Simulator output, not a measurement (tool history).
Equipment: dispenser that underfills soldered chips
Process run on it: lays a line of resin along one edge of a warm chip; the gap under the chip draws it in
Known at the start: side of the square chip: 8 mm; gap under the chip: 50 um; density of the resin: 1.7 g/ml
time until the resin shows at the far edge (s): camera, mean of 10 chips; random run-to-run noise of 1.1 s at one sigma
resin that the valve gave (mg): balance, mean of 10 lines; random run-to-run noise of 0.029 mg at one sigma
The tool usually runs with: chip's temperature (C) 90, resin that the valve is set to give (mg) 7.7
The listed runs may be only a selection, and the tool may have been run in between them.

run	hour	chip's temperature (C)	resin that the valve is set to give (mg)	time until the resin shows at the far edge (s)	resin that the valve gave (mg)
1	0	90	7.7	121	7.36
2	2.9	90	9.09	136.7	8.72
3	7.8	101	7.7	121.4	7.32
# hour 11.6: new syringe of resin
4	11.9	101	7.7	74.2	7.27
5	16.7	90	7.7	144	7.32
# hour 20.5: dispensing valve cleaned and set on the balance
6	23	90	7.7	192.1	7.66
# hour 26.5: new syringe of resin
7	28.1	90	7.7	114.7	7.63
8	31.3	90	7.7	137.9	7.69
9	36.9	90	7.7	183.6	7.6
10	39.9	90	8.42	215.9	8.25
# hour 40.5: new syringe of resin
11	43.5	86	9.59	145.1	9.48
12	48.2	86	9.18	188.5	9.04
# hour 54.4: new syringe of resin
13	54.4	86	9.74	124.9	9.54
14	60	86	9.74	163.7	9.43
15	62.5	89	6.75	184.2	6.53
16	65.9	89	6.75	215.7	6.52

Results for each run, recomputed without the tool's hidden state and with each run's random variation untouched:
The tool's hidden condition here consists of: resin's viscosity, % of fresh resin's; dose that the valve gives, % of what is set; true chip temperature over the reading, C; drift of the gauge itself on fill_s, %; drift of the gauge itself on given_mg, %.
run	time until the resin shows at the far edge (s)	resin that the valve gave (mg)
1	104.8	7.7
2	102.5	9.13
3	70.1	7.7
4	68.7	7.67
5	103.6	7.75
6	106.6	7.68
7	103.6	7.68
8	105.7	7.75
9	104.9	7.69
10	105.6	8.37
11	120	9.64
12	122.2	9.22
13	121.6	9.77
14	119.2	9.7
15	116.6	6.73
16	114.5	6.74
